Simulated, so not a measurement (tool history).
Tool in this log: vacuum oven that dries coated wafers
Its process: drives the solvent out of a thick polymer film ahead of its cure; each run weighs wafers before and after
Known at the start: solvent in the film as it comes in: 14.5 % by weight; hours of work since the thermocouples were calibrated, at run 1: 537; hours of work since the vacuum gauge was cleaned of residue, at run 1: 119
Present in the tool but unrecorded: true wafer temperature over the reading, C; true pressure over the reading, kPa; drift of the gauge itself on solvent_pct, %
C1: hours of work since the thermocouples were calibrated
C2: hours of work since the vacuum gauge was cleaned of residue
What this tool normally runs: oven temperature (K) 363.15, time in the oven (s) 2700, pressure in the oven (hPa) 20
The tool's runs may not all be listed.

run 1 hour=0 | oven_temperature_(K)=363.15 time_in_the_oven_(s)=2700 pressure_in_the_oven_(hPa)=20 | C1=537 C2=119 | solvent_left_in_the_film_(%)=1.58
run 2 hour=15.3 | oven_temperature_(K)=363.15 time_in_the_oven_(s)=2700 pressure_in_the_oven_(hPa)=20 | C1=544 C2=127 | solvent_left_in_the_film_(%)=1.56
run 3 hour=25.6 | oven_temperature_(K)=363.15 time_in_the_oven_(s)=2700 pressure_in_the_oven_(hPa)=20 | C1=549 C2=131 | solvent_left_in_the_film_(%)=1.53
run 4 hour=41.3 | oven_temperature_(K)=363.15 time_in_the_oven_(s)=2700 pressure_in_the_oven_(hPa)=20 | C1=556 C2=139 | solvent_left_in_the_film_(%)=1.49
run 5 hour=55.4 | oven_temperature_(K)=363.15 time_in_the_oven_(s)=2700 pressure_in_the_oven_(hPa)=20 | C1=563 C2=145 | solvent_left_in_the_film_(%)=1.52
run 6 hour=70.2 | oven_temperature_(K)=363.15 time_in_the_oven_(s)=2700 pressure_in_the_oven_(hPa)=20 | C1=570 C2=152 | solvent_left_in_the_film_(%)=1.54
run 7 hour=85.8 | oven_temperature_(K)=363.15 time_in_the_oven_(s)=1560 pressure_in_the_oven_(hPa)=20 | C1=577 C2=159 | solvent_left_in_the_film_(%)=2.77
run 8 hour=108.3 | oven_temperature_(K)=363.15 time_in_the_oven_(s)=2700 pressure_in_the_oven_(hPa)=20 | C1=587 C2=169 | solvent_left_in_the_film_(%)=1.56
run 9 hour=127.5 | oven_temperature_(K)=363.15 time_in_the_oven_(s)=2700 pressure_in_the_oven_(hPa)=57.4 | C1=596 C2=178 | solvent_left_in_the_film_(%)=3.75
run 10 hour=140.1 | oven_temperature_(K)=363.15 time_in_the_oven_(s)=2700 pressure_in_the_oven_(hPa)=57.4 | C1=602 C2=184 | solvent_left_in_the_film_(%)=3.73
run 11 hour=157.3 | oven_temperature_(K)=363.15 time_in_the_oven_(s)=2700 pressure_in_the_oven_(hPa)=57.4 | C1=610 C2=192 | solvent_left_in_the_film_(%)=3.71
run 12 hour=175.1 | oven_temperature_(K)=363.15 time_in_the_oven_(s)=2700 pressure_in_the_oven_(hPa)=57.4 | C1=618 C2=200 | solvent_left_in_the_film_(%)=3.78
run 13 hour=198.4 | oven_temperature_(K)=363.15 time_in_the_oven_(s)=2700 pressure_in_the_oven_(hPa)=57.4 | C1=629 C2=211 | solvent_left_in_the_film_(%)=3.75
run 14 hour=211.2 | oven_temperature_(K)=363.15 time_in_the_oven_(s)=2700 pressure_in_the_oven_(hPa)=57.4 | C1=635 C2=217 | solvent_left_in_the_film_(%)=3.63
run 15 hour=234.2 | oven_temperature_(K)=363.15 time_in_the_oven_(s)=2700 pressure_in_the_oven_(hPa)=57.4 | C1=646 C2=228 | solvent_left_in_the_film_(%)=3.7
run 16 hour=257.2 | oven_temperature_(K)=358.15 time_in_the_oven_(s)=2700 pressure_in_the_oven_(hPa)=57.4 | C1=656 C2=238 | solvent_left_in_the_film_(%)=4.87
run 17 hour=267.8 | oven_temperature_(K)=363.15 time_in_the_oven_(s)=2700 pressure_in_the_oven_(hPa)=20 | C1=661 C2=243 | solvent_left_in_the_film_(%)=1.55
run 18 hour=278.6 | oven_temperature_(K)=363.15 time_in_the_oven_(s)=2700 pressure_in_the_oven_(hPa)=20 | C1=666 C2=248 | solvent_left_in_the_film_(%)=1.56
run 19 hour=291.3 | oven_temperature_(K)=363.15 time_in_the_oven_(s)=2700 pressure_in_the_oven_(hPa)=20 | C1=672 C2=254 | solvent_left_in_the_film_(%)=1.5
run 20 hour=306.4 | oven_temperature_(K)=363.15 time_in_the_oven_(s)=4080 pressure_in_the_oven_(hPa)=20 | C1=679 C2=261 | solvent_left_in_the_film_(%)=1.29
run 21 hour=316.3 | oven_temperature_(K)=363.15 time_in_the_oven_(s)=4080 pressure_in_the_oven_(hPa)=20 | C1=683 C2=266 | solvent_left_in_the_film_(%)=1.3
run 22 hour=336.5 | oven_temperature_(K)=363.15 time_in_the_oven_(s)=4080 pressure_in_the_oven_(hPa)=20 | C1=693 C2=275 | solvent_left_in_the_film_(%)=1.24
run 23 hour=347.2 | oven_temperature_(K)=363.15 time_in_the_oven_(s)=4080 pressure_in_the_oven_(hPa)=20 | C1=698 C2=280 | solvent_left_in_the_film_(%)=1.23
run 24 hour=369.1 | oven_temperature_(K)=364.15 time_in_the_oven_(s)=2400 pressure_in_the_oven_(hPa)=20 | C1=708 C2=290 | solvent_left_in_the_film_(%)=1.51
run 25 hour=381.4 | oven_temperature_(K)=363.15 time_in_the_oven_(s)=1980 pressure_in_the_oven_(hPa)=50.1 | C1=714 C2=296 | solvent_left_in_the_film_(%)=3.69
-- hour=401.7 oven's thermocouples calibrated
run 26 hour=406.1 | oven_temperature_(K)=363.15 time_in_the_oven_(s)=1980 pressure_in_the_oven_(hPa)=50.1 | C1=2 C2=306 | solvent_left_in_the_film_(%)=3.71
run 27 hour=425 | oven_temperature_(K)=360.15 time_in_the_oven_(s)=4380 pressure_in_the_oven_(hPa)=19.2 | C1=11 C2=315 | solvent_left_in_the_film_(%)=1.41
run 28 hour=437.6 | oven_temperature_(K)=358.15 time_in_the_oven_(s)=2700 pressure_in_the_oven_(hPa)=24 | C1=17 C2=321 | solvent_left_in_the_film_(%)=2.65
run 29 hour=453.4 | oven_temperature_(K)=363.15 time_in_the_oven_(s)=2700 pressure_in_the_oven_(hPa)=16.2 | C1=24 C2=328 | solvent_left_in_the_film_(%)=1.37
run 30 hour=470.4 | oven_temperature_(K)=348.15 time_in_the_oven_(s)=2760 pressure_in_the_oven_(hPa)=20 | C1=32 C2=336 | solvent_left_in_the_film_(%)=5.08
run 31 hour=483.3 | oven_temperature_(K)=349.15 time_in_the_oven_(s)=2760 pressure_in_the_oven_(hPa)=28.7 | C1=38 C2=342 | solvent_left_in_the_film_(%)=5.55
run 32 hour=493.7 | oven_temperature_(K)=349.15 time_in_the_oven_(s)=2760 pressure_in_the_oven_(hPa)=28.7 | C1=42 C2=347 | solvent_left_in_the_film_(%)=5.45
run 33 hour=512.8 | oven_temperature_(K)=356.15 time_in_the_oven_(s)=4740 pressure_in_the_oven_(hPa)=15.7 | C1=51 C2=355 | solvent_left_in_the_film_(%)=1.57
run 34 hour=527.9 | oven_temperature_(K)=356.15 time_in_the_oven_(s)=4740 pressure_in_the_oven_(hPa)=26.4 | C1=58 C2=362 | solvent_left_in_the_film_(%)=2.33
run 35 hour=545.1 | oven_temperature_(K)=363.15 time_in_the_oven_(s)=4260 pressure_in_the_oven_(hPa)=20.7 | C1=66 C2=370 | solvent_left_in_the_film_(%)=1.2
run 36 hour=563.8 | oven_temperature_(K)=363.15 time_in_the_oven_(s)=2700 pressure_in_the_oven_(hPa)=12.8 | C1=75 C2=379 | solvent_left_in_the_film_(%)=1.13
run 37 hour=583.7 | oven_temperature_(K)=355.15 time_in_the_oven_(s)=3840 pressure_in_the_oven_(hPa)=75.8 | C1=84 C2=388 | solvent_left_in_the_film_(%)=6.51
run 38 hour=606.7 | oven_temperature_(K)=348.15 time_in_the_oven_(s)=2700 pressure_in_the_oven_(hPa)=20 | C1=95 C2=399 | solvent_left_in_the_film_(%)=5.25
run 39 hour=624.6 | oven_temperature_(K)=376.15 time_in_the_oven_(s)=4680 pressure_in_the_oven_(hPa)=20 | C1=103 C2=407 | solvent_left_in_the_film_(%)=0.73
run 40 hour=641.7 | oven_temperature_(K)=376.15 time_in_the_oven_(s)=4680 pressure_in_the_oven_(hPa)=20 | C1=111 C2=415 | solvent_left_in_the_film_(%)=0.77
run 41 hour=661.5 | oven_temperature_(K)=376.15 time_in_the_oven_(s)=1620 pressure_in_the_oven_(hPa)=11.7 | C1=120 C2=424 | solvent_left_in_the_film_(%)=0.5
run 42 hour=675.2 | oven_temperature_(K)=376.15 time_in_the_oven_(s)=1620 pressure_in_the_oven_(hPa)=11.7 | C1=126 C2=430 | solvent_left_in_the_film_(%)=0.58

Forecast run 43:
run 43 hour=687.7 | oven_temperature_(K)=376.15 time_in_the_oven_(s)=1620 pressure_in_the_oven_(hPa)=11.7 | C1=132 C2=436 | solvent_left_in_the_film_(%)=?

Run 43 gave solvent left in the film (%) 0.53.
If the tool had no hidden condition, the same run with the same run-to-run variation would have returned solvent left in the film (%) 0.53.
